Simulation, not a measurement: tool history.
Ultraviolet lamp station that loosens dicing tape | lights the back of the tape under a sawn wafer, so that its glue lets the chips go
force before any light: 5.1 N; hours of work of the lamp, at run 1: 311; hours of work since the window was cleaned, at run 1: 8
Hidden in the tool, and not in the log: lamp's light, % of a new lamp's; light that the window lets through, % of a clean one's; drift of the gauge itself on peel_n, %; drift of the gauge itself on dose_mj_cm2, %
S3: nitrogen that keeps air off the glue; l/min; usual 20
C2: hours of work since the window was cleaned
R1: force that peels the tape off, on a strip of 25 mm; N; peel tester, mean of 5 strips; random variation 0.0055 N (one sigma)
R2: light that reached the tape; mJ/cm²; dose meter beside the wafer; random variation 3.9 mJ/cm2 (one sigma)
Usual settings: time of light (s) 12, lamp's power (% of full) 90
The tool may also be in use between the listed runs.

run 1 hour=0.0 | time_of_light_(s)=12 lamp's_power_(%_of_full)=90 S3=20 | hours_of_work_of_the_lamp=311 C2=8 | R1=0.150 R2=579
run 2 hour=36.4 | time_of_light_(s)=12 lamp's_power_(%_of_full)=90 S3=20 | hours_of_work_of_the_lamp=336 C2=32 | R1=0.153 R2=572
run 3 hour=53.5 | time_of_light_(s)=12 lamp's_power_(%_of_full)=90 S3=20 | hours_of_work_of_the_lamp=347 C2=44 | R1=0.158 R2=564
run 4 hour=73.3 | time_of_light_(s)=12 lamp's_power_(%_of_full)=76 S3=20 | hours_of_work_of_the_lamp=360 C2=57 | R1=0.238 R2=478
run 5 hour=98.7 | time_of_light_(s)=12 lamp's_power_(%_of_full)=90 S3=20 | hours_of_work_of_the_lamp=377 C2=74 | R1=0.152 R2=554
run 6 hour=130.3 | time_of_light_(s)=12 lamp's_power_(%_of_full)=90 S3=20 | hours_of_work_of_the_lamp=398 C2=95 | R1=0.166 R2=549
run 7 hour=156.0 | time_of_light_(s)=12 lamp's_power_(%_of_full)=90 S3=20 | hours_of_work_of_the_lamp=415 C2=112 | R1=0.166 R2=543
run 8 hour=182.8 | time_of_light_(s)=14 lamp's_power_(%_of_full)=90 S3=9 | hours_of_work_of_the_lamp=433 C2=130 | R1=0.204 R2=626
run 9 hour=199.2 | time_of_light_(s)=7 lamp's_power_(%_of_full)=62 S3=14 | hours_of_work_of_the_lamp=444 C2=141 | R1=1.230 R2=214
run 10 hour=216.3 | time_of_light_(s)=11 lamp's_power_(%_of_full)=63 S3=20 | hours_of_work_of_the_lamp=455 C2=152 | R1=0.467 R2=336
-- hour=218.7 window cleaned of glue's vapour
run 11 hour=252.7 | time_of_light_(s)=21 lamp's_power_(%_of_full)=85 S3=22 | hours_of_work_of_the_lamp=479 C2=23 | R1=0.091 R2=857
run 12 hour=289.0 | time_of_light_(s)=12 lamp's_power_(%_of_full)=90 S3=8 | hours_of_work_of_the_lamp=503 C2=47 | R1=0.358 R2=509
run 13 hour=310.0 | time_of_light_(s)=12 lamp's_power_(%_of_full)=90 S3=8 | hours_of_work_of_the_lamp=517 C2=61 | R1=0.350 R2=498
-- hour=327.4 window cleaned of glue's vapour, once more
run 14 hour=340.6 | time_of_light_(s)=12 lamp's_power_(%_of_full)=90 S3=8 | hours_of_work_of_the_lamp=537 C2=9 | R1=0.343 R2=513

5 ways to go on from here, each from the tool as it stands after run 14. What would each give?
run A hour=358.2 | time_of_light_(s)=10 lamp's_power_(%_of_full)=99 S3=10 | hours_of_work_of_the_lamp=549 C2=21 | R1=? R2=?
run B hour=358.2 | time_of_light_(s)=15 lamp's_power_(%_of_full)=60 S3=13 | hours_of_work_of_the_lamp=549 C2=21 | R1=? R2=?
run C hour=358.2 | time_of_light_(s)=10 lamp's_power_(%_of_full)=77 S3=30 | hours_of_work_of_the_lamp=549 C2=21 | R1=? R2=?
run D hour=358.2 | time_of_light_(s)=12 lamp's_power_(%_of_full)=86 S3=8 | hours_of_work_of_the_lamp=549 C2=21 | R1=? R2=?
run E hour=358.2 | time_of_light_(s)=12 lamp's_power_(%_of_full)=90 S3=9 | hours_of_work_of_the_lamp=549 C2=21 | R1=? R2=?

run=A R1=0.357 R2=463
run=B R1=0.371 R2=429
run=C R1=0.322 R2=368
run=D R1=0.386 R2=495
run=E R1=0.336 R2=503
Without the tool's hidden state the same runs would have given:
run=A R1=0.199 R2=603
run=B R1=0.203 R2=558
run=C R1=0.177 R2=478
run=D R1=0.217 R2=643
run=E R1=0.193 R2=655
